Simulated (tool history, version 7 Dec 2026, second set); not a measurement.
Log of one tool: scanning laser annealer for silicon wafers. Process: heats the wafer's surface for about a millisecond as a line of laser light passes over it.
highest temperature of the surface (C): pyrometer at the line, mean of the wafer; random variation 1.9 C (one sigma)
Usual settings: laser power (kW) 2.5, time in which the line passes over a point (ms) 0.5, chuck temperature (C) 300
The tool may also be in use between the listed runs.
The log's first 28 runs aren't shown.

run,day,laser power (kW),time in which the line passes over a point (ms),chuck temperature (C),highest temperature of the surface (C)
29,37.392,2.415,0.522,314,1135
30,38.883,2.189,0.384,300,917
31,40.671,2.189,0.384,300,916
32,41.808,2.644,0.551,301,1253
33,43.438,2.644,0.551,301,1253
34,44.729,2.644,0.551,301,1254
35,46.142,2.647,0.413,264,1086
36,46.954,2.647,0.413,264,1088
37,48.342,2.13,0.565,330,1053
38,49.854,2.152,0.5,297,987
39,51.258,2.19,0.607,334,1112
40,52.821,2.19,0.607,334,1114
41,54.154,2.59,0.607,326,1297

Forecast each of these 3 alternatives for the next run:
A,55.979,2.184,0.424,293,?
B,55.979,2.146,0.607,272,?
C,55.979,2.279,0.607,326,?

run,highest temperature of the surface (C)
A,938
B,1030
C,1149
Without the tool's hidden state the same runs would have given:
run,highest temperature of the surface (C)
A,938
B,1030
C,1150
